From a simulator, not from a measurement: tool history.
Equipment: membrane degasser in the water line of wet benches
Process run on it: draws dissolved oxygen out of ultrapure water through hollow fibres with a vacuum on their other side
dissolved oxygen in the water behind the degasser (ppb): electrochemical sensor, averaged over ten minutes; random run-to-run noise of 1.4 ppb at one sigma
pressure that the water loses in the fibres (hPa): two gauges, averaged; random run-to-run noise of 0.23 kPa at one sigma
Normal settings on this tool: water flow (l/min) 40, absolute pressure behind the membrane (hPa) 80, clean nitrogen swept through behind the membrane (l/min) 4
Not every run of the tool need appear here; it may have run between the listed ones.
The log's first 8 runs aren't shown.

| run | hour | water flow (l/min) | absolute pressure behind the membrane (hPa) | clean nitrogen swept through behind the membrane (l/min) | dissolved oxygen in the water behind the degasser (ppb) | pressure that the water loses in the fibres (hPa) |
|---|---|---|---|---|---|---|
| 9 | 675.2 | 40 | 80 | 11.15 | 63.4 | 598.9 |
| 10 | 720.8 | 40 | 80 | 11.15 | 62.9 | 605.4 |
| 11 | 780.2 | 51 | 80 | 4 | 196.6 | 770 |
| 12 | 848.7 | 51 | 80 | 4 | 192.5 | 770.1 |
| 13 | 896.1 | 51 | 80 | 4 | 194.2 | 768.6 |
| 14 | 993.3 | 51 | 80 | 4 | 190.2 | 774.7 |
| 15 | 1044.7 | 29 | 80 | 4 | 84.9 | 435.2 |
| 16 | 1093.5 | 29 | 80 | 4 | 87.7 | 439.1 |
| 17 | 1145.1 | 29 | 80 | 4 | 87 | 439.4 |
| 18 | 1222.6 | 64 | 153.5 | 8.03 | 340.4 | 970.2 |
| 19 | 1284.4 | 39 | 86.7 | 4 | 140.7 | 588.8 |
| 20 | 1372.1 | 26 | 72.8 | 4 | 64.7 | 395.1 |
| 21 | 1452.4 | 36 | 109.2 | 5.95 | 123.9 | 543.4 |
| 22 | 1508 | 48 | 95 | 7.3 | 143.4 | 728.5 |
| 23 | 1554.4 | 33 | 143.6 | 11.27 | 88.8 | 501.2 |
| 24 | 1602.5 | 33 | 143.6 | 11.2 | 88.4 | 504.4 |
| 25 | 1699.5 | 33 | 143.6 | 11.2 | 87.9 | 502.3 |
| 26 | 1775.6 | 33 | 143.6 | 11.2 | 91.1 | 505.7 |
| 27 | 1831.4 | 25 | 80 | 10.42 | 30 | 380.8 |
| 28 | 1905 | 48 | 63.9 | 4 | 133.6 | 729.3 |
| 29 | 1991.2 | 48 | 63.9 | 4 | 132.9 | 731 |
| 30 | 2052.9 | 40 | 80 | 5.45 | 105.3 | 611.8 |
| 31 | 2126.9 | 40 | 80 | 5.45 | 106.8 | 614 |

What if the next run were any one of these 5? Each begins from the tool's condition after run 31:
| A | 2209.5 | 53 | 80 | 6.81 | ? | ? |
| B | 2209.5 | 42 | 80 | 4 | ? | ? |
| C | 2209.5 | 28 | 69.1 | 3.27 | ? | ? |
| D | 2209.5 | 40 | 115.2 | 6.32 | ? | ? |
| E | 2209.5 | 59 | 69.1 | 3.76 | ? | ? |

| run | dissolved oxygen in the water behind the degasser (ppb) | pressure that the water loses in the fibres (hPa) |
|---|---|---|
| A | 149.9 | 815.4 |
| B | 144.1 | 639.2 |
| C | 77 | 431.4 |
| D | 147 | 607.1 |
| E | 219.7 | 899.3 |
Without the tool's hidden state the same runs would have given:
| run | dissolved oxygen in the water behind the degasser (ppb) | pressure that the water loses in the fibres (hPa) |
|---|---|---|
| A | 149.8 | 797.3 |
| B | 144.1 | 625 |
| C | 77 | 421.9 |
| D | 147 | 593.6 |
| E | 219.6 | 879.3 |
